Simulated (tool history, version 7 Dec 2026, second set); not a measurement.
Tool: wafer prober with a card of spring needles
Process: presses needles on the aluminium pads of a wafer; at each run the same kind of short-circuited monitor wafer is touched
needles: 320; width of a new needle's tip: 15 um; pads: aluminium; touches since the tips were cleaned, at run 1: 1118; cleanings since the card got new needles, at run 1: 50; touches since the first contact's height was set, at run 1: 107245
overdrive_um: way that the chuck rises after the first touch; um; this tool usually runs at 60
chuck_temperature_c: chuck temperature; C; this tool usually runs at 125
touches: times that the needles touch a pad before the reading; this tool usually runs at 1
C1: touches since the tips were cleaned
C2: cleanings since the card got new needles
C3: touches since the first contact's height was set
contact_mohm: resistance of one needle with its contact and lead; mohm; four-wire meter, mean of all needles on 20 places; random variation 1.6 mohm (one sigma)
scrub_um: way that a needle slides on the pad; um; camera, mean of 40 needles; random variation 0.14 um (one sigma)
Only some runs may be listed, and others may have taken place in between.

Run 1, hour 0: usual settings; C1 1118; C2 50; C3 107245. Result: contact_mohm 246 mohm, scrub_um 14.62 um.
At hour 1.9: tips cleaned on abrasive film.
At hour 5.5: tips cleaned on abrasive film.
At hour 9.2: tips cleaned on abrasive film.
At hour 13.7: tips cleaned on abrasive film.
At hour 17.3: tips cleaned on abrasive film.
At hour 21: tips cleaned on abrasive film.
At hour 25.5: tips cleaned on abrasive film.
At hour 30: tips cleaned on abrasive film.
At hour 33.6: tips cleaned on abrasive film.
At hour 37.3: tips cleaned on abrasive film.
At hour 41.8: tips cleaned on abrasive film.
At hour 45.5: tips cleaned on abrasive film.
At hour 49.1: tips cleaned on abrasive film.
At hour 52.7: tips cleaned on abrasive film.
At hour 57.3: tips cleaned on abrasive film.
Run 2, hour 58.6: usual settings; C1 747; C2 65; C3 138245. Result: contact_mohm 244 mohm, scrub_um 13.88 um.
At hour 61.4: tips cleaned on abrasive film.
At hour 65: tips cleaned on abrasive film.
At hour 68.7: tips cleaned on abrasive film.
At hour 72.3: tips cleaned on abrasive film.
At hour 76.8: tips cleaned on abrasive film.
At hour 80.5: tips cleaned on abrasive film.
At hour 84.1: tips cleaned on abrasive film.
At hour 88.6: tips cleaned on abrasive film.
At hour 93.2: tips cleaned on abrasive film.
Run 3, hour 96.3: usual settings but overdrive_um 55 um; C1 1722; C2 74; C3 158216. Result: contact_mohm 353 mohm, scrub_um 12.28 um.
At hour 97.3: tips cleaned on abrasive film.
At hour 101: tips cleaned on abrasive film.
At hour 104.6: tips cleaned on abrasive film.
At hour 109.1: tips cleaned on abrasive film.
At hour 112.8: tips cleaned on abrasive film.
At hour 116.4: tips cleaned on abrasive film.
At hour 120.1: tips cleaned on abrasive film.
At hour 123.7: tips cleaned on abrasive film.
At hour 128.2: tips cleaned on abrasive film.
At hour 131.9: tips cleaned on abrasive film.
At hour 136.4: tips cleaned on abrasive film.
At hour 140: tips cleaned on abrasive film.
At hour 143.7: tips cleaned on abrasive film.
At hour 148.2: tips cleaned on abrasive film.
At hour 151.8: tips cleaned on abrasive film.
At hour 156.1: tips cleaned on abrasive film.
Run 4, hour 156.1: usual settings but overdrive_um 55 um; C1 0; C2 90; C3 189769. Result: contact_mohm 186 mohm, scrub_um 11.9 um.
At hour 159.7: tips cleaned on abrasive film.
At hour 164.3: tips cleaned on abrasive film.
At hour 167.9: tips cleaned on abrasive film.
At hour 172.4: tips cleaned on abrasive film.
At hour 177: tips cleaned on abrasive film.
At hour 181.5: tips cleaned on abrasive film.
At hour 185.1: tips cleaned on abrasive film.
At hour 188.8: tips cleaned on abrasive film.
Run 5, hour 190.2: usual settings; C1 752; C2 98; C3 207809. Result: contact_mohm 261 mohm, scrub_um 13.13 um.
At hour 191.3: height of the first contact set anew.
At hour 193.2: tips cleaned on abrasive film.
At hour 196.9: tips cleaned on abrasive film.
At hour 200.5: tips cleaned on abrasive film.
At hour 205: tips cleaned on abrasive film.
At hour 206: tips cleaned on abrasive film, once more.
At hour 209.6: tips cleaned on abrasive film.
At hour 213.3: tips cleaned on abrasive film.
At hour 216.9: tips cleaned on abrasive film.
At hour 221.5: tips cleaned on abrasive film.
At hour 225.1: tips cleaned on abrasive film.
At hour 228.7: tips cleaned on abrasive film.
Run 6, hour 232.1: usual settings; C1 1853; C2 109; C3 21541. Result: contact_mohm 298 mohm, scrub_um 15.29 um.
At hour 233.1: tips cleaned on abrasive film.
At hour 236.8: tips cleaned on abrasive film.
At hour 241.3: tips cleaned on abrasive film.
At hour 245.8: tips cleaned on abrasive film.
At hour 249.5: tips cleaned on abrasive film.
At hour 254: tips cleaned on abrasive film.
At hour 258.5: tips cleaned on abrasive film.
At hour 262.2: tips cleaned on abrasive film.
At hour 265.8: tips cleaned on abrasive film.
Run 7, hour 268.7: usual settings; C1 1567; C2 118; C3 40876. Result: contact_mohm 303 mohm, scrub_um 15.38 um.
At hour 269.7: tips cleaned on abrasive film.
At hour 273.3: tips cleaned on abrasive film.
At hour 277: tips cleaned on abrasive film.
At hour 280.6: tips cleaned on abrasive film.
At hour 284.2: tips cleaned on abrasive film.
At hour 288.8: tips cleaned on abrasive film.
At hour 292.4: tips cleaned on abrasive film.
At hour 296: tips cleaned on abrasive film.
At hour 299.7: tips cleaned on abrasive film.
At hour 304.2: tips cleaned on abrasive film.
At hour 308.7: tips cleaned on abrasive film.
At hour 312.4: tips cleaned on abrasive film.
Run 8, hour 312.9: usual settings but overdrive_um 78 um; C1 266; C2 130; C3 64193. Result: contact_mohm 181 mohm, scrub_um 19.75 um.
At hour 316.5: tips cleaned on abrasive film.
At hour 320.1: tips cleaned on abrasive film.
At hour 324.7: tips cleaned on abrasive film.
At hour 328.3: tips cleaned on abrasive film.
At hour 332: tips cleaned on abrasive film.
At hour 336.5: tips cleaned on abrasive film.
At hour 341: tips cleaned on abrasive film.
At hour 344.6: tips cleaned on abrasive film.
At hour 349.2: tips cleaned on abrasive film.
At hour 353.7: tips cleaned on abrasive film.
At hour 358.2: tips cleaned on abrasive film.
At hour 361.9: tips cleaned on abrasive film.
At hour 366.4: tips cleaned on abrasive film.
At hour 370.9: tips cleaned on abrasive film.
Run 9, hour 371.7: usual settings but overdrive_um 78 um; C1 450; C2 144; C3 95378. Result: contact_mohm 199 mohm, scrub_um 19.3 um.
At hour 375.4: tips cleaned on abrasive film.
At hour 379.9: tips cleaned on abrasive film.
At hour 383.5: tips cleaned on abrasive film.
At hour 387.2: tips cleaned on abrasive film.
At hour 390.8: tips cleaned on abrasive film.
At hour 395.4: tips cleaned on abrasive film.
At hour 399.9: tips cleaned on abrasive film.
At hour 404.4: tips cleaned on abrasive film.
At hour 408.9: tips cleaned on abrasive film.
Run 10, hour 410.5: usual settings but overdrive_um 78 um; C1 834; C2 153; C3 115901. Result: contact_mohm 222 mohm, scrub_um 19.45 um.
At hour 413.2: tips cleaned on abrasive film.
At hour 417.8: tips cleaned on abrasive film.
At hour 421.4: tips cleaned on abrasive film.
At hour 425: tips cleaned on abrasive film.
At hour 428.7: tips cleaned on abrasive film.
At hour 433.2: tips cleaned on abrasive film.
At hour 437.7: tips cleaned on abrasive film.
At hour 442.2: tips cleaned on abrasive film.
At hour 445.9: tips cleaned on abrasive film.
Run 11, hour 447.9: usual settings but overdrive_um 78 um; C1 1096; C2 162; C3 135726. Result: contact_mohm 233 mohm, scrub_um 19.13 um.
At hour 449.8: tips cleaned on abrasive film.
At hour 453.4: tips cleaned on abrasive film.
At hour 457.9: tips cleaned on abrasive film.
At hour 461.6: tips cleaned on abrasive film.
At hour 465.2: tips cleaned on abrasive film.
At hour 468.9: tips cleaned on abrasive film.
At hour 472.5: tips cleaned on abrasive film.
Run 12, hour 475.7: usual settings but overdrive_um 78 um; C1 1706; C2 169; C3 150397. Result: contact_mohm 265 mohm, scrub_um 19.01 um.
At hour 476.6: tips cleaned on abrasive film.
At hour 480.3: tips cleaned on abrasive film.
At hour 483.9: tips cleaned on abrasive film.
At hour 487.6: tips cleaned on abrasive film.
At hour 491.2: tips cleaned on abrasive film.
At hour 494.8: tips cleaned on abrasive film.
At hour 499.4: tips cleaned on abrasive film.
At hour 503.9: tips cleaned on abrasive film.
At hour 507.5: tips cleaned on abrasive film.
At hour 512.1: tips cleaned on abrasive film.
At hour 515.7: tips cleaned on abrasive film.
Run 13, hour 518.8: usual settings but overdrive_um 78 um; C1 1697; C2 180; C3 173223. Result: contact_mohm 274 mohm, scrub_um 18.4 um.
At hour 519.8: tips cleaned on abrasive film.
At hour 523.4: tips cleaned on abrasive film.
At hour 527.1: tips cleaned on abrasive film.
At hour 530.7: tips cleaned on abrasive film.
At hour 535.3: tips cleaned on abrasive film.
At hour 538.9: tips cleaned on abrasive film.
At hour 543.4: tips cleaned on abrasive film.
At hour 547.1: tips cleaned on abrasive film.
At hour 551.4: tips cleaned on abrasive film.
Run 14, hour 551.4: usual settings but overdrive_um 75 um, chuck_temperature_c 26 C, touches 2; C1 0; C2 189; C3 190434. Result: contact_mohm 156 mohm, scrub_um 17.41 um.

How the hidden state differs across the entries between the runs, from the last listed run before each to the first after it:
Runs 1 to 2: tips cleaned on abrasive film (hour 1.9); tips cleaned on abrasive film (hour 5.5); tips cleaned on abrasive film (hour 9.2); tips cleaned on abrasive film (hour 13.7); tips cleaned on abrasive film (hour 17.3); tips cleaned on abrasive film (hour 21); tips cleaned on abrasive film (hour 25.5); tips cleaned on abrasive film (hour 30); tips cleaned on abrasive film (hour 33.6); tips cleaned on abrasive film (hour 37.3); tips cleaned on abrasive film (hour 41.8); tips cleaned on abrasive film (hour 45.5); tips cleaned on abrasive film (hour 49.1); tips cleaned on abrasive film (hour 52.7); tips cleaned on abrasive film (hour 57.3)
  debris on the tips, nm: 57.3 -> 47.4; way that the needles fall short of the set height, um: 4.45 -> 7.45; tips' diameter, um: 16.56 -> 17.31
  measured value less the no-hidden-state value, contact_mohm: +87 -> +87 mohm; scrub_um: -1.17 -> -1.94 um
Runs 2 to 3: tips cleaned on abrasive film (hour 61.4); tips cleaned on abrasive film (hour 65); tips cleaned on abrasive film (hour 68.7); tips cleaned on abrasive film (hour 72.3); tips cleaned on abrasive film (hour 76.8); tips cleaned on abrasive film (hour 80.5); tips cleaned on abrasive film (hour 84.1); tips cleaned on abrasive film (hour 88.6); tips cleaned on abrasive film (hour 93.2)
  debris on the tips, nm: 47.4 -> 83.9; way that the needles fall short of the set height, um: 7.45 -> 8.28; tips' diameter, um: 17.31 -> 17.6
  measured value less the no-hidden-state value, contact_mohm: +87 -> +192 mohm; scrub_um: -1.94 -> -2.17 um
Runs 3 to 4: tips cleaned on abrasive film (hour 97.3); tips cleaned on abrasive film (hour 101); tips cleaned on abrasive film (hour 104.6); tips cleaned on abrasive film (hour 109.1); tips cleaned on abrasive film (hour 112.8); tips cleaned on abrasive film (hour 116.4); tips cleaned on abrasive film (hour 120.1); tips cleaned on abrasive film (hour 123.7); tips cleaned on abrasive film (hour 128.2); tips cleaned on abrasive film (hour 131.9); tips cleaned on abrasive film (hour 136.4); tips cleaned on abrasive film (hour 140); tips cleaned on abrasive film (hour 143.7); tips cleaned on abrasive film (hour 148.2); tips cleaned on abrasive film (hour 151.8); tips cleaned on abrasive film (hour 156.1)
  debris on the tips, nm: 83.9 -> 6.3; way that the needles fall short of the set height, um: 8.28 -> 9.72; tips' diameter, um: 17.6 -> 18.11
  measured value less the no-hidden-state value, contact_mohm: +192 -> +26 mohm; scrub_um: -2.17 -> -2.57 um
Runs 4 to 5: tips cleaned on abrasive film (hour 159.7); tips cleaned on abrasive film (hour 164.3); tips cleaned on abrasive film (hour 167.9); tips cleaned on abrasive film (hour 172.4); tips cleaned on abrasive film (hour 177); tips cleaned on abrasive film (hour 181.5); tips cleaned on abrasive film (hour 185.1); tips cleaned on abrasive film (hour 188.8)
  debris on the tips, nm: 6.3 -> 45.4; way that the needles fall short of the set height, um: 9.72 -> 10.45; tips' diameter, um: 18.11 -> 18.37
  measured value less the no-hidden-state value, contact_mohm: +26 -> +105 mohm; scrub_um: -2.57 -> -2.77 um
Runs 5 to 6: height of the first contact set anew (hour 191.3); tips cleaned on abrasive film (hour 193.2); tips cleaned on abrasive film (hour 196.9); tips cleaned on abrasive film (hour 200.5); tips cleaned on abrasive film (hour 205); tips cleaned on abrasive film, once more (hour 206); tips cleaned on abrasive film (hour 209.6); tips cleaned on abrasive film (hour 213.3); tips cleaned on abrasive film (hour 216.9); tips cleaned on abrasive film (hour 221.5); tips cleaned on abrasive film (hour 225.1); tips cleaned on abrasive film (hour 228.7)
  debris on the tips, nm: 45.4 -> 84.8; way that the needles fall short of the set height, um: 10.45 -> 1.02; tips' diameter, um: 18.37 -> 18.72
  measured value less the no-hidden-state value, contact_mohm: +105 -> +140 mohm; scrub_um: -2.77 -> -0.26 um
Runs 6 to 7: tips cleaned on abrasive film (hour 233.1); tips cleaned on abrasive film (hour 236.8); tips cleaned on abrasive film (hour 241.3); tips cleaned on abrasive film (hour 245.8); tips cleaned on abrasive film (hour 249.5); tips cleaned on abrasive film (hour 254); tips cleaned on abrasive film (hour 258.5); tips cleaned on abrasive film (hour 262.2); tips cleaned on abrasive film (hour 265.8)
  debris on the tips, nm: 84.8 -> 81.7; way that the needles fall short of the set height, um: 1.02 -> 1.88; tips' diameter, um: 18.72 -> 19.02
  measured value less the no-hidden-state value, contact_mohm: +140 -> +143 mohm; scrub_um: -0.26 -> -0.5 um
Runs 7 to 8: tips cleaned on abrasive film (hour 269.7); tips cleaned on abrasive film (hour 273.3); tips cleaned on abrasive film (hour 277); tips cleaned on abrasive film (hour 280.6); tips cleaned on abrasive film (hour 284.2); tips cleaned on abrasive film (hour 288.8); tips cleaned on abrasive film (hour 292.4); tips cleaned on abrasive film (hour 296); tips cleaned on abrasive film (hour 299.7); tips cleaned on abrasive film (hour 304.2); tips cleaned on abrasive film (hour 308.7); tips cleaned on abrasive film (hour 312.4)
  debris on the tips, nm: 81.7 -> 19.7; way that the needles fall short of the set height, um: 1.88 -> 2.97; tips' diameter, um: 19.02 -> 19.4
  measured value less the no-hidden-state value, contact_mohm: +143 -> +27 mohm; scrub_um: -0.5 -> -0.78 um
Runs 8 to 9: tips cleaned on abrasive film (hour 316.5); tips cleaned on abrasive film (hour 320.1); tips cleaned on abrasive film (hour 324.7); tips cleaned on abrasive film (hour 328.3); tips cleaned on abrasive film (hour 332); tips cleaned on abrasive film (hour 336.5); tips cleaned on abrasive film (hour 341); tips cleaned on abrasive film (hour 344.6); tips cleaned on abrasive film (hour 349.2); tips cleaned on abrasive film (hour 353.7); tips cleaned on abrasive film (hour 358.2); tips cleaned on abrasive film (hour 361.9); tips cleaned on abrasive film (hour 366.4); tips cleaned on abrasive film (hour 370.9)
  debris on the tips, nm: 19.7 -> 31.9; way that the needles fall short of the set height, um: 2.97 -> 4.2; tips' diameter, um: 19.4 -> 19.84
  measured value less the no-hidden-state value, contact_mohm: +27 -> +43 mohm; scrub_um: -0.78 -> -1.1 um
Runs 9 to 10: tips cleaned on abrasive film (hour 375.4); tips cleaned on abrasive film (hour 379.9); tips cleaned on abrasive film (hour 383.5); tips cleaned on abrasive film (hour 387.2); tips cleaned on abrasive film (hour 390.8); tips cleaned on abrasive film (hour 395.4); tips cleaned on abrasive film (hour 399.9); tips cleaned on abrasive film (hour 404.4); tips cleaned on abrasive film (hour 408.9)
  debris on the tips, nm: 31.9 -> 49.6; way that the needles fall short of the set height, um: 4.2 -> 4.98; tips' diameter, um: 19.84 -> 20.11
  measured value less the no-hidden-state value, contact_mohm: +43 -> +67 mohm; scrub_um: -1.1 -> -1.32 um
Runs 10 to 11: tips cleaned on abrasive film (hour 413.2); tips cleaned on abrasive film (hour 417.8); tips cleaned on abrasive film (hour 421.4); tips cleaned on abrasive film (hour 425); tips cleaned on abrasive film (hour 428.7); tips cleaned on abrasive film (hour 433.2); tips cleaned on abrasive film (hour 437.7); tips cleaned on abrasive film (hour 442.2); tips cleaned on abrasive film (hour 445.9)
  debris on the tips, nm: 49.6 -> 55.9; way that the needles fall short of the set height, um: 4.98 -> 5.83; tips' diameter, um: 20.11 -> 20.41
  measured value less the no-hidden-state value, contact_mohm: +67 -> +78 mohm; scrub_um: -1.32 -> -1.54 um
Runs 11 to 12: tips cleaned on abrasive film (hour 449.8); tips cleaned on abrasive film (hour 453.4); tips cleaned on abrasive film (hour 457.9); tips cleaned on abrasive film (hour 461.6); tips cleaned on abrasive film (hour 465.2); tips cleaned on abrasive film (hour 468.9); tips cleaned on abrasive film (hour 472.5)
  debris on the tips, nm: 55.9 -> 79.6; way that the needles fall short of the set height, um: 5.83 -> 6.47; tips' diameter, um: 20.41 -> 20.63
  measured value less the no-hidden-state value, contact_mohm: +78 -> +111 mohm; scrub_um: -1.54 -> -1.73 um
Runs 12 to 13: tips cleaned on abrasive film (hour 476.6); tips cleaned on abrasive film (hour 480.3); tips cleaned on abrasive film (hour 483.9); tips cleaned on abrasive film (hour 487.6); tips cleaned on abrasive film (hour 491.2); tips cleaned on abrasive film (hour 494.8); tips cleaned on abrasive film (hour 499.4); tips cleaned on abrasive film (hour 503.9); tips cleaned on abrasive film (hour 507.5); tips cleaned on abrasive film (hour 512.1); tips cleaned on abrasive film (hour 515.7)
  debris on the tips, nm: 79.6 -> 80.6; way that the needles fall short of the set height, um: 6.47 -> 7.54; tips' diameter, um: 20.63 -> 21
  measured value less the no-hidden-state value, contact_mohm: +111 -> +120 mohm; scrub_um: -1.73 -> -1.98 um
Runs 13 to 14: tips cleaned on abrasive film (hour 519.8); tips cleaned on abrasive film (hour 523.4); tips cleaned on abrasive film (hour 527.1); tips cleaned on abrasive film (hour 530.7); tips cleaned on abrasive film (hour 535.3); tips cleaned on abrasive film (hour 538.9); tips cleaned on abrasive film (hour 543.4); tips cleaned on abrasive film (hour 547.1); tips cleaned on abrasive film (hour 551.4)
  debris on the tips, nm: 80.6 -> 10.1; way that the needles fall short of the set height, um: 7.54 -> 8.38; tips' diameter, um: 21 -> 21.3
  measured value less the no-hidden-state value, contact_mohm: +120 -> +18 mohm; scrub_um: -1.98 -> -2.19 um
